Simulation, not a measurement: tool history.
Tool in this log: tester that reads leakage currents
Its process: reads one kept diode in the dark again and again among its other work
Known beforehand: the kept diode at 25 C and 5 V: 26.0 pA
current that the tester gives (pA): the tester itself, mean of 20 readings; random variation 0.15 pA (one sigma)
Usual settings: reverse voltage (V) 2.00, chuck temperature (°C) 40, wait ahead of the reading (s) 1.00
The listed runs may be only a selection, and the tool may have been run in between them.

| run | hour | reverse voltage (V) | chuck temperature (°C) | wait ahead of the reading (s) | current that the tester gives (pA) |
|---|---|---|---|---|---|
| 1 | 0.0 | 2.00 | 40 | 1.00 | 45.44 |
| 2 | 42.9 | 2.00 | 40 | 1.00 | 45.19 |
| 3 | 113.4 | 2.00 | 40 | 1.00 | 45.12 |
| 4 | 147.9 | 2.00 | 40 | 1.00 | 45.02 |
| 5 | 209.5 | 2.00 | 40 | 1.00 | 44.54 |
| 6 | 264.1 | 2.00 | 40 | 1.00 | 44.63 |
|  | 309.0 | chuck's temperature calibrated |
| 7 | 315.0 | 2.00 | 50 | 1.00 | 92.29 |
| 8 | 349.9 | 2.00 | 40 | 1.89 | 48.74 |
| 9 | 414.4 | 2.00 | 40 | 1.89 | 48.69 |
| 10 | 475.6 | 2.00 | 40 | 1.89 | 48.27 |
| 11 | 514.6 | 1.46 | 40 | 0.62 | 41.74 |
| 12 | 578.8 | 1.46 | 40 | 0.62 | 41.60 |
| 13 | 648.8 | 15.49 | 28 | 2.29 | 64.61 |
| 14 | 707.4 | 13.97 | 30 | 4.69 | 68.30 |
| 15 | 767.0 | 3.04 | 24 | 0.84 | 21.18 |
| 16 | 803.6 | 18.96 | 29 | 4.50 | 76.89 |
| 17 | 849.5 | 2.46 | 43 | 9.90 | 63.43 |

4 ways to go on from here, each from the tool as it stands after run 17. What would each give?
| A | 921.5 | 11.92 | 40 | 1.00 | ? |
| B | 921.5 | 7.76 | 57 | 0.48 | ? |
| C | 921.5 | 2.46 | 46 | 1.29 | ? |
| D | 921.5 | 6.61 | 24 | 0.63 | ? |

| run | current that the tester gives (pA) |
|---|---|
| A | 119.82 |
| B | 267.94 |
| C | 76.93 |
| D | 33.54 |
The same runs, with their run-to-run variation unchanged, on a tool lacking any hidden condition would have given:
| run | current that the tester gives (pA) |
|---|---|
| A | 117.35 |
| B | 273.92 |
| C | 78.79 |
| D | 30.72 |

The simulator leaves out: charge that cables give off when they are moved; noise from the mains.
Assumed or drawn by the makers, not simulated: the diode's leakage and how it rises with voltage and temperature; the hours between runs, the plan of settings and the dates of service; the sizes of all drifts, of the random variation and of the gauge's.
